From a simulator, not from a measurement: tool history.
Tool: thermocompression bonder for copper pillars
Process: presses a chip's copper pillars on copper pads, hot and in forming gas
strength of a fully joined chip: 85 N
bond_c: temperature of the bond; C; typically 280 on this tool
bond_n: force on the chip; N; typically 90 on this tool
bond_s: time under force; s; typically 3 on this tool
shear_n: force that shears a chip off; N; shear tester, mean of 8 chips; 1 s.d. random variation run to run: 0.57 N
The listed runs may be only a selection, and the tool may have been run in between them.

run	hour	bond_c	bond_n	bond_s	shear_n
1	0	280	90	3	59.2
2	84.2	280	90	3	60.1
3	151.9	280	90	3	59.2
# hour 164.8: heater calibrated with a thermocouple chip
4	225.4	280	90	3	54.9
5	289.4	280	90	3	56.5
6	351.8	269	90	3	50.3
# hour 388.6: force cell calibrated
7	426	269	90	3	47.4
# hour 448.2: forming gas filter changed
8	490.7	269	90	3	48.6
9	560.9	280	69	3	43.3
10	643.8	280	69	3	44.1
11	707.8	280	69	3	43.4
12	793.7	280	69	3	43.3
13	851.3	298	64	2	42.8
# hour 892.4: forming gas filter changed
14	920.5	309	117	7	83.1
15	979.7	309	117	7	82.5
16	1027.2	258	58	3	29
17	1105.5	258	58	3	29.9
18	1163	293	70	3	52.3
19	1222.2	279	114	4	70
20	1261.9	289	94	2	55.4
21	1327.2	276	65	3	41.7
# hour 1336.5: forming gas filter changed
22	1370.1	300	90	3	66.5
23	1444	300	90	3	67.4

Each row is a separate what-if for the run after 23, all from the same tool condition, not one after another. Results?
A	1488.9	274	109	3	?
B	1488.9	280	73	7	?
C	1488.9	280	90	3	?
D	1488.9	258	67	3	?
E	1488.9	295	125	3	?

run	shear_n
A	63.7
B	61.9
C	59.1
D	35.8
E	75.1
Had the tool no hidden state, the same runs would have come out as:
run	shear_n
A	58.2
B	56.5
C	53.4
D	30.7
E	71.9
